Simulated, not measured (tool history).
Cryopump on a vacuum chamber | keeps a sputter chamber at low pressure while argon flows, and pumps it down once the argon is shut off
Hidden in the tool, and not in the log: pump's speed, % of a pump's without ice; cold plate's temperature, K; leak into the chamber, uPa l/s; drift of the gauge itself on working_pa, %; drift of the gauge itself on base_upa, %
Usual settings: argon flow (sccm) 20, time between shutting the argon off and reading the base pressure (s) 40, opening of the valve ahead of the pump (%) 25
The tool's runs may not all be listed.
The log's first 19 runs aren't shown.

run   hour  argon flow (sccm)  time between shutting the argon off and reading the base pressure (s)  opening of the valve ahead of the pump (%)  hours of work since the pump was warmed up and emptied  hours of work since the cold head was overhauled  hours of work since the chamber's fittings were tightened  pressure while argon flows (Pa)  pressure after the wait (uPa)
 20    239                 20                                                                     23                                          39                                                     191                                               191                                                        899                           0.0484                           1.29
 21  250.9                 24                                                                    209                                          39                                                     199                                               199                                                        907                           0.0572                           0.45
 22  267.6                 24                                                                     21                                          42                                                     211                                               211                                                        919                           0.0549                           1.38
 23  276.3                 24                                                                     21                                          42                                                     217                                               217                                                        925                           0.0552                           1.43
 24  295.8                 16                                                                    147                                          32                                                     231                                               231                                                        939                            0.048                            0.5
 25  305.2                 16                                                                    147                                          32                                                     237                                               237                                                        945                           0.0478                           0.49
 26  313.3                 16                                                                    147                                          32                                                     243                                               243                                                        951                           0.0477                           0.51
 27  329.5                 13                                                                    161                                          17                                                     254                                               254                                                        962                           0.0713                           0.52
 28  346.1                 39                                                                    161                                          15                                                     266                                               266                                                        974                            0.242                           0.56
 29  365.3                 39                                                                     54                                          40                                                     280                                               280                                                        987                           0.0942                           0.79
 30  374.1                 19                                                                     38                                          43                                                     286                                               286                                                        994                            0.043                           0.97
 31  393.7                 10                                                                    259                                          15                                                     299                                               299                                                       1007                           0.0628                           0.49
 32  408.8                 10                                                                    259                                          15                                                     310                                               310                                                       1018                            0.063                           0.48
 33  426.5                 18                                                                     61                                          25                                                     322                                               322                                                       1030                           0.0691                           0.76
 34  445.7                 18                                                                     61                                          25                                                     336                                               336                                                       1044                           0.0684                           0.78
 35  458.9                 17                                                                     61                                          58                                                     345                                               345                                                       1053                           0.0297                           0.76

4 ways to go on from here, each from the tool as it stands after run 35. What would each give?
  A  475.9                 17                                                                     61                                          58                                                     357                                               357                                                       1065                                ?                              ?
  B  475.9                 28                                                                     40                                          25                                                     357                                               357                                                       1065                                ?                              ?
  C  475.9                 35                                                                     25                                          53                                                     357                                               357                                                       1065                                ?                              ?
  D  475.9                 21                                                                    165                                          25                                                     357                                               357                                                       1065                                ?                              ?

run  pressure while argon flows (Pa)  pressure after the wait (uPa)
  A                           0.0291                           0.76
  B                           0.1089                           0.92
  C                           0.0666                           1.31
  D                           0.0803                           0.51
Without the tool's hidden state the same runs would have given:
run  pressure while argon flows (Pa)  pressure after the wait (uPa)
  A                           0.0261                           0.51
  B                            0.104                           0.69
  C                           0.0606                           1.07
  D                           0.0767                           0.27
